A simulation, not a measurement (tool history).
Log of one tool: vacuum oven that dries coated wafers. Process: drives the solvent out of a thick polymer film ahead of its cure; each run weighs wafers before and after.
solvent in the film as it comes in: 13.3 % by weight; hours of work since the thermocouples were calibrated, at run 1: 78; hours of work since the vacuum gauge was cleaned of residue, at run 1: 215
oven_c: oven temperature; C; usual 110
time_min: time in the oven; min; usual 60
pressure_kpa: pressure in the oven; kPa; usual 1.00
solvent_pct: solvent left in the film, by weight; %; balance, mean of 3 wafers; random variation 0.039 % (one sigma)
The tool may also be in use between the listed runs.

run,hour,oven_c,time_min,pressure_kpa,hours of work since the thermocouples were calibrated,hours of work since the vacuum gauge was cleaned of residue,solvent_pct
1,0.0,110,60,1.00,78,215,2.20
2,14.7,110,60,1.00,84,221,2.18
3,34.3,110,60,1.00,92,228,2.21
4,54.1,110,60,0.57,100,236,2.12
5,68.7,110,60,0.57,106,242,2.14
6,89.4,110,60,0.57,114,251,2.01
7,105.4,110,60,0.57,120,257,2.04
8,121.9,110,69,1.00,127,264,1.79
9,135.6,110,69,1.00,132,269,1.82
10,156.8,110,69,1.00,141,277,1.86
11,169.1,110,69,1.00,146,282,1.85
12,187.8,110,60,1.47,153,290,2.38
13,210.4,110,60,1.47,162,299,2.48
14,220.0,110,60,1.00,166,303,2.23
15,230.9,117,60,1.00,170,307,1.37
16,250.1,117,60,1.00,178,315,1.29
17,261.6,117,60,1.00,183,319,1.36
18,282.4,110,44,1.00,191,328,3.36
19,301.4,110,44,1.00,199,335,3.27
20,311.8,110,44,1.00,203,339,3.26
21,325.4,110,44,1.00,208,345,3.29
22,337.3,110,44,1.00,213,350,3.27
23,346.7,110,44,1.00,217,353,3.19
24,357.6,110,44,1.00,221,358,3.24
25,373.8,110,44,1.00,228,364,3.21
26,387.7,96,82,0.71,233,370,3.28
27,404.0,96,82,0.71,240,376,3.29
28,423.8,100,73,1.05,248,384,3.17
29,435.3,102,60,1.09,252,389,3.60
30,453.4,102,60,1.09,259,396,3.54
31,475.0,116,60,1.10,268,405,1.52
32,497.8,110,59,0.56,277,414,2.04
33,520.5,110,60,0.98,286,423,2.15
34,539.6,96,60,2.31,294,431,5.33
35,554.5,96,60,2.31,300,437,5.39
36,572.8,107,60,0.81,307,444,2.58
37,583.5,110,93,1.25,312,448,1.25
38,598.1,110,93,1.25,317,454,1.29
39,614.2,119,66,1.00,324,460,1.00
40,629.1,119,66,1.00,330,466,0.96
41,646.9,119,53,1.00,337,474,1.37
42,656.8,110,37,0.63,341,478,3.74
43,671.4,110,67,0.63,347,483,1.71
44,690.2,110,60,2.17,354,491,2.76
45,709.2,110,60,2.17,362,499,2.69
46,721.2,102,52,2.66,367,503,4.86
47,739.8,102,52,3.43,374,511,5.18

Some steps in solvent_pct between neighbouring runs. How much of each would the tool show without its hidden state too (settings, what came in, random variation), and how much is left for the hidden state, with any gauge scatter that isn't in both results?
The hidden state here: true wafer temperature over the reading, C; true pressure over the reading, kPa; drift of the gauge itself on solvent_pct, %.
Run 30 -> 31: oven_c 102 -> 116, pressure_kpa 1.09 -> 1.10. solvent_pct -2.02 %: hidden state +0.08, all else -2.10.
Run 33 -> 34: oven_c 110 -> 96, pressure_kpa 0.98 -> 2.31. solvent_pct +3.18 %: hidden state -0.06, all else +3.24.
Run 35 -> 36: oven_c 96 -> 107, pressure_kpa 2.31 -> 0.81. solvent_pct -2.81 %: hidden state +0.05, all else -2.86.
Run 36 -> 37: oven_c 107 -> 110, time_min 60 -> 93, pressure_kpa 0.81 -> 1.25. solvent_pct -1.33 %: hidden state +0.07, all else -1.40.
Run 41 -> 42: oven_c 119 -> 110, time_min 53 -> 37, pressure_kpa 1.00 -> 0.63. solvent_pct +2.37 %: hidden state -0.08, all else +2.45.
